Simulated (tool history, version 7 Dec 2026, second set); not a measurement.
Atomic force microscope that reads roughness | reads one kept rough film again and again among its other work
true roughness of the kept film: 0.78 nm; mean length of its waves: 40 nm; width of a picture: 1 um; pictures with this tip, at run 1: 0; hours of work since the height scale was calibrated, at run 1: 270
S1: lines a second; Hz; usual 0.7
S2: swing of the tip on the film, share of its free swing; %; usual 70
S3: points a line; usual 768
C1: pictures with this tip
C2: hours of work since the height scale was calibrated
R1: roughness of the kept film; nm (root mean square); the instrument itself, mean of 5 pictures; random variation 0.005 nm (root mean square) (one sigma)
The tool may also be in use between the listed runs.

run 1 hour=0 | S1=0.7 S2=70 S3=768 | C1=0 C2=270 | R1=0.756
run 2 hour=20.9 | S1=0.7 S2=70 S3=559 | C1=17 C2=279 | R1=0.763
run 3 hour=47 | S1=0.7 S2=70 S3=559 | C1=40 C2=289 | R1=0.753
run 4 hour=62.4 | S1=0.7 S2=70 S3=768 | C1=53 C2=295 | R1=0.756
run 5 hour=77.2 | S1=0.7 S2=71 S3=768 | C1=65 C2=301 | R1=0.748
run 6 hour=103.9 | S1=0.794 S2=71 S3=768 | C1=88 C2=312 | R1=0.739
run 7 hour=123.6 | S1=0.7 S2=70 S3=768 | C1=104 C2=320 | R1=0.743
run 8 hour=146.1 | S1=0.7 S2=70 S3=768 | C1=124 C2=329 | R1=0.744
run 9 hour=171.8 | S1=0.7 S2=87 S3=768 | C1=145 C2=340 | R1=0.745
run 10 hour=186.3 | S1=0.7 S2=87 S3=768 | C1=158 C2=345 | R1=0.727
run 11 hour=207.5 | S1=0.7 S2=87 S3=768 | C1=176 C2=354 | R1=0.735
run 12 hour=228.5 | S1=0.7 S2=87 S3=768 | C1=193 C2=362 | R1=0.735
run 13 hour=243.8 | S1=0.7 S2=87 S3=768 | C1=206 C2=369 | R1=0.729
run 14 hour=255.7 | S1=0.7 S2=87 S3=768 | C1=216 C2=373 | R1=0.726
run 15 hour=275.3 | S1=0.7 S2=87 S3=768 | C1=233 C2=381 | R1=0.721
run 16 hour=296.6 | S1=0.7 S2=87 S3=768 | C1=251 C2=390 | R1=0.727
run 17 hour=319.4 | S1=0.7 S2=87 S3=768 | C1=270 C2=399 | R1=0.726
run 18 hour=330.6 | S1=0.7 S2=70 S3=768 | C1=280 C2=404 | R1=0.73
run 19 hour=351.5 | S1=0.7 S2=70 S3=768 | C1=297 C2=412 | R1=0.735
run 20 hour=371.7 | S1=0.7 S2=70 S3=768 | C1=315 C2=420 | R1=0.725
run 21 hour=395.7 | S1=1.629 S2=58 S3=682 | C1=335 C2=430 | R1=0.73
run 22 hour=419 | S1=1.907 S2=67 S3=768 | C1=355 C2=439 | R1=0.713
run 23 hour=445.8 | S1=1.907 S2=67 S3=768 | C1=377 C2=450 | R1=0.71
-- hour=465 new tip fitted
run 24 hour=473.2 | S1=3.203 S2=67 S3=326 | C1=7 C2=461 | R1=0.726
run 25 hour=495.9 | S1=0.773 S2=61 S3=257 | C1=26 C2=470 | R1=0.75
run 26 hour=520.7 | S1=0.773 S2=61 S3=257 | C1=47 C2=480 | R1=0.744
run 27 hour=535.7 | S1=1.348 S2=70 S3=432 | C1=60 C2=486 | R1=0.736
run 28 hour=552.3 | S1=1.348 S2=61 S3=680 | C1=74 C2=493 | R1=0.754
run 29 hour=577.2 | S1=0.7 S2=70 S3=958 | C1=95 C2=503 | R1=0.742
run 30 hour=599.8 | S1=2.828 S2=70 S3=436 | C1=114 C2=512 | R1=0.722
run 31 hour=619.4 | S1=0.925 S2=85 S3=586 | C1=131 C2=520 | R1=0.723
run 32 hour=634 | S1=0.813 S2=70 S3=986 | C1=143 C2=526 | R1=0.754
run 33 hour=659.7 | S1=0.591 S2=76 S3=270 | C1=165 C2=536 | R1=0.738
run 34 hour=677.2 | S1=2.945 S2=70 S3=394 | C1=180 C2=544 | R1=0.713
run 35 hour=691.4 | S1=2.945 S2=70 S3=394 | C1=192 C2=549 | R1=0.72
run 36 hour=705 | S1=2.945 S2=64 S3=1023 | C1=203 C2=555 | R1=0.723

Forecast each of these 4 alternatives for the next run:
run A hour=722 | S1=0.693 S2=81 S3=1023 | C1=218 C2=562 | R1=?
run B hour=722 | S1=0.7 S2=70 S3=326 | C1=218 C2=562 | R1=?
run C hour=722 | S1=3.914 S2=70 S3=768 | C1=218 C2=562 | R1=?
run D hour=722 | S1=3.588 S2=58 S3=978 | C1=218 C2=562 | R1=?

run=A R1=0.737
run=B R1=0.74
run=C R1=0.71
run=D R1=0.727
Without the tool's hidden state the same runs would have given:
run=A R1=0.759
run=B R1=0.762
run=C R1=0.731
run=D R1=0.748
